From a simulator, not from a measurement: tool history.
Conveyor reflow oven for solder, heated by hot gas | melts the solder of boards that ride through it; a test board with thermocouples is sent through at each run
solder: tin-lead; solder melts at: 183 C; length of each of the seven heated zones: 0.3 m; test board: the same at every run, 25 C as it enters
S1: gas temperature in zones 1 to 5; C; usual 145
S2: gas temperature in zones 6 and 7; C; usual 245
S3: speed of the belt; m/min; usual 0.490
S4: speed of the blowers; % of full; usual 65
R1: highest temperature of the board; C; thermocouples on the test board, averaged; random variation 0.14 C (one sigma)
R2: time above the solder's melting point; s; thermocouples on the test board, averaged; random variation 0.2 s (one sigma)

run,hour,S1,S2,S3,S4,R1,R2
1,0.0,145,245,0.490,65,227.4,65.3
2,56.7,145,245,0.490,65,227.6,65.5
3,113.9,145,245,0.490,65,227.4,65.2
4,154.5,145,245,0.490,65,227.2,65.2
5,191.7,145,245,0.490,65,227.0,65.3
6,227.9,145,245,0.490,65,227.1,65.3
7,269.4,145,245,0.490,65,227.0,65.0
8,337.4,145,245,0.490,65,226.8,64.8
9,364.8,145,245,0.490,65,226.7,65.3
10,414.4,145,245,0.490,65,226.7,65.5
11,450.5,145,245,0.490,65,226.5,65.2
12,489.6,145,245,0.490,65,226.5,65.1
13,553.9,145,245,0.472,65,227.5,68.9
14,587.2,145,245,0.472,65,228.2,68.4
15,635.4,145,245,0.472,65,227.8,68.6
16,698.2,140,245,0.490,65,226.1,63.3
17,733.8,140,245,0.490,61,224.8,62.5
18,794.3,140,245,0.490,61,224.6,62.2
19,858.0,152,254,0.490,50,232.4,71.4
20,909.4,152,253,0.490,50,231.1,70.8
21,975.3,145,257,0.400,65,243.2,89.9
22,1038.5,145,245,0.490,82,229.0,67.1
23,1084.1,145,245,0.490,82,228.9,67.1
24,1118.1,149,245,0.411,65,231.6,83.8
25,1173.2,149,245,0.411,65,231.3,83.4
26,1205.7,138,251,0.516,56,226.0,59.1
27,1275.6,138,251,0.516,56,228.1,60.5
28,1334.8,159,251,0.516,65,234.4,71.9
29,1402.4,131,254,0.400,64,240.6,84.0
30,1464.0,131,255,0.452,65,238.9,73.9
31,1524.7,143,255,0.490,62,237.2,70.9

Taken out of this log: 4 entries between the listed runs. Where each belongs, and how the hidden state differs across it:
Between runs 11 and 12: flux residue cleaned out of gas plates and filters (hour 461.6)
  heat that the gas passes to the board, % of a clean oven's: 97.3 -> 96.8; belt's true speed, % of the reading: 97.82 -> 97.78; true gas temperature in zones 6 and 7 over the reading, C: -2.19 -> -2.22
  measured less the result without the state, R1: -1.8 -> -1.9 C; R2: +0.5 -> +0.4 s
Between runs 13 and 14: flux residue cleaned out of gas plates and filters, once more (hour 564.6)
  heat that the gas passes to the board, % of a clean oven's: 96.5 -> 98.9; belt's true speed, % of the reading: 97.71 -> 97.68; true gas temperature in zones 6 and 7 over the reading, C: -2.28 -> -2.31
  measured less the result without the state, R1: -2.0 -> -1.6 C; R2: +0.4 -> +0.8 s
Between runs 26 and 27: thermocouples of zones 6 and 7 changed (hour 1261.7)
  heat that the gas passes to the board, % of a clean oven's: 95.4 -> 95; belt's true speed, % of the reading: 96.96 -> 96.87; true gas temperature in zones 6 and 7 over the reading, C: -2.88 -> -0.12
  measured less the result without the state, R1: -2.3 -> -0.1 C; R2: +0.4 -> +1.9 s
Between runs 29 and 30: flux residue cleaned out of gas plates and filters (hour 1464.0)
  heat that the gas passes to the board, % of a clean oven's: 94.3 -> 99.7; belt's true speed, % of the reading: 96.73 -> 96.66; true gas temperature in zones 6 and 7 over the reading, C: -0.24 -> -0.29
  measured less the result without the state, R1: -0.4 -> +0.8 C; R2: +2.6 -> +2.9 s

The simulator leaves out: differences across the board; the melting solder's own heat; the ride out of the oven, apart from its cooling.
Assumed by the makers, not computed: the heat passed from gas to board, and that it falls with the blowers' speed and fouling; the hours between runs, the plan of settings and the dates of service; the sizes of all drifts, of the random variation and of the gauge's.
